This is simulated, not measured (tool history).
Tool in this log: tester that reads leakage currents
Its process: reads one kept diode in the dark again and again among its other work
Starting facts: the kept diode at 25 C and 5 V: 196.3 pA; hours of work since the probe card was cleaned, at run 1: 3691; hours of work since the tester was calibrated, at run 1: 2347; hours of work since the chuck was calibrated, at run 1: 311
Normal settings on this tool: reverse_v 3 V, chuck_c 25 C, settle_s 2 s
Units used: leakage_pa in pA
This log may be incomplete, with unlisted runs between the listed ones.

run    hour  reverse_v  chuck_c  settle_s  hours of work since the probe card was cleaned  hours of work since the tester was calibrated  hours of work since the chuck was calibrated  leakage_pa
  1       0          3       25         2                                            3691                                           2347                                           311      187.55
  2   116.7          3       25         2                                            3768                                           2424                                           388      192.95
      271.8  -- probe card cleaned and baked
  3   283.8          3       25         2                                               8                                           2533                                           496      201.16
      302.8  -- tester calibrated
      383.8  -- chuck's temperature calibrated
  4   403.3          3       25         2                                              84                                             65                                            13       163.1
  5   509.2          3       25         2                                             154                                            135                                            83      167.72
  6   582.2          3       25      0.36                                             203                                            184                                           131      173.16
  7   664.9          3       25      0.36                                             258                                            238                                           186      175.27
  8     815          3       25      0.36                                             357                                            338                                           285      181.83
      873.4  -- probe card cleaned and baked, once more
  9     964          3       25      0.36                                              60                                            434                                           382       187.3
 10    1065          3       25      0.36                                             127                                            501                                           449      191.08
 11  1188.7          3       25      0.36                                             209                                            583                                           531       197.5
     1238.2  -- chuck's temperature calibrated
 12  1336.5       1.02       25      0.36                                             305                                            680                                            65       108.1
 13  1474.2          3       25         2                                             396                                            771                                           156      170.51
 14  1610.8          3       25         2                                             487                                            861                                           247      176.02
 15  1702.8          3       25      0.55                                             548                                            922                                           307      182.55
 16  1825.5          3       25         2                                             629                                           1003                                           389      184.61
 17  1941.4          3       25         2                                             705                                           1080                                           465      189.29
 18  2042.3          3       25         2                                             772                                           1147                                           532      194.46
     2089.9  -- chuck's temperature calibrated
 19  2138.5          3       25         2                                             835                                           1209                                            32      163.92
 20  2239.6          3       31       8.7                                             902                                           1276                                            99      293.68
 21  2305.9       9.54       34      0.73                                             945                                           1320                                           143      628.66
 22    2388       1.02       26      6.26                                            1000                                           1374                                           197      124.72
 23  2491.5       1.02       26      6.26                                            1068                                           1443                                           266         127
 24  2605.1       2.93       51       4.5                                            1143                                           1518                                           341     1761.68
 25  2746.9       2.93       51       4.5                                            1237                                           1612                                           435     1803.78
 26  2847.7          3       39      8.16                                            1304                                           1678                                           502      689.08
     2942.1  -- chuck's temperature calibrated
 27    2995       4.38       25         2                                            1400                                           1775                                            35      191.11
 28  3111.4        6.5       25      0.67                                            1477                                           1852                                           112      233.72
 29  3216.1        6.5       37      0.93                                            1547                                           1921                                           181      706.77
 30    3289       3.65       25      1.38                                            1595                                           1969                                           230      191.23
 31    3399       3.65       25      1.38                                            1668                                           2042                                           302         196
 32  3560.5       3.43       25         2                                            1774                                           2149                                           409      197.25
 33  3666.4       3.43       25         2                                            1845                                           2219                                           479      202.54
       3795  -- chuck's temperature calibrated
 34  3829.1       3.43       25         2                                            1951                                           2325                                            23      168.44
 35    3959       3.43       25         2                                            2037                                           2411                                           109      172.49
 36  4072.3       7.63       40      7.91                                            2112                                           2486                                           184      952.95
     4160.9  -- tester calibrated
 37  4217.3       3.21       40      7.91                                            2207                                             37                                           278      680.77
 38  4302.5       3.21       40      7.91                                            2263                                             94                                           335      691.33

Results per run with the tool's hidden condition removed, run-to-run variation unchanged:
Hidden state present: stray current of the dirty probe card, pA a volt; current scale over the true one, %; true chuck temperature over the reading, C; drift of the gauge itself on leakage_pa, %.
run  leakage_pa
  1      160.66
  2      160.74
  3      160.94
  4      160.79
  5      161.07
  6      163.44
  7      162.68
  8      162.99
  9      163.31
 10      162.66
 11       163.1
 12      105.69
 13      161.16
 14      161.23
 15      163.28
 16         160
 17      160.05
 18      160.24
 19       160.3
 20      280.96
 21      592.59
 22      114.85
 23      114.17
 24     1568.76
 25     1559.22
 26       575.8
 27      187.07
 28      222.39
 29      658.83
 30      173.77
 31      173.71
 32      168.73
 33         169
 34      169.68
 35      168.79
 36      911.22
 37      644.36
 38      641.03

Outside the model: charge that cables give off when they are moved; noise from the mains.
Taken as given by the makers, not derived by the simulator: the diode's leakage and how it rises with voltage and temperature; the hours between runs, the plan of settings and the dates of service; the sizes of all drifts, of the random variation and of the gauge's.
